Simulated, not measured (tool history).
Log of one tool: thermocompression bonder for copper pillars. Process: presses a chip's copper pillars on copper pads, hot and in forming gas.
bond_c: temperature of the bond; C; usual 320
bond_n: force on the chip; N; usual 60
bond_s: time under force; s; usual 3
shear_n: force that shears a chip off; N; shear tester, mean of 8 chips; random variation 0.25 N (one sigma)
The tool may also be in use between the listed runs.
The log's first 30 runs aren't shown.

{"run": 31, "hour": 960.7, "bond_c": 320, "bond_n": 39, "bond_s": 3, "shear_n": 18.3}
{"run": 32, "hour": 979.2, "bond_c": 320, "bond_n": 39, "bond_s": 3, "shear_n": 18.3}
{"hour": 1000.1, "done": "forming gas filter changed"}
{"run": 33, "hour": 1009.4, "bond_c": 291, "bond_n": 36, "bond_s": 5, "shear_n": 14.8}
{"run": 34, "hour": 1053.6, "bond_c": 317, "bond_n": 60, "bond_s": 6, "shear_n": 36.9}
{"run": 35, "hour": 1094.6, "bond_c": 346, "bond_n": 60, "bond_s": 8, "shear_n": 54.9}
{"hour": 1114.1, "done": "force cell calibrated"}
{"run": 36, "hour": 1123.0, "bond_c": 346, "bond_n": 60, "bond_s": 8, "shear_n": 56.7}
{"run": 37, "hour": 1150.9, "bond_c": 320, "bond_n": 59, "bond_s": 3, "shear_n": 30.9}
{"run": 38, "hour": 1182.2, "bond_c": 328, "bond_n": 60, "bond_s": 3, "shear_n": 34.7}

Forecast run 39:
{"run": 39, "hour": 1212.4, "bond_c": 347, "bond_n": 80, "bond_s": 3, "shear_n": "?"}

shear_n: 51.4 N
Without the tool's hidden state the same run would have given shear_n 52.2 N.

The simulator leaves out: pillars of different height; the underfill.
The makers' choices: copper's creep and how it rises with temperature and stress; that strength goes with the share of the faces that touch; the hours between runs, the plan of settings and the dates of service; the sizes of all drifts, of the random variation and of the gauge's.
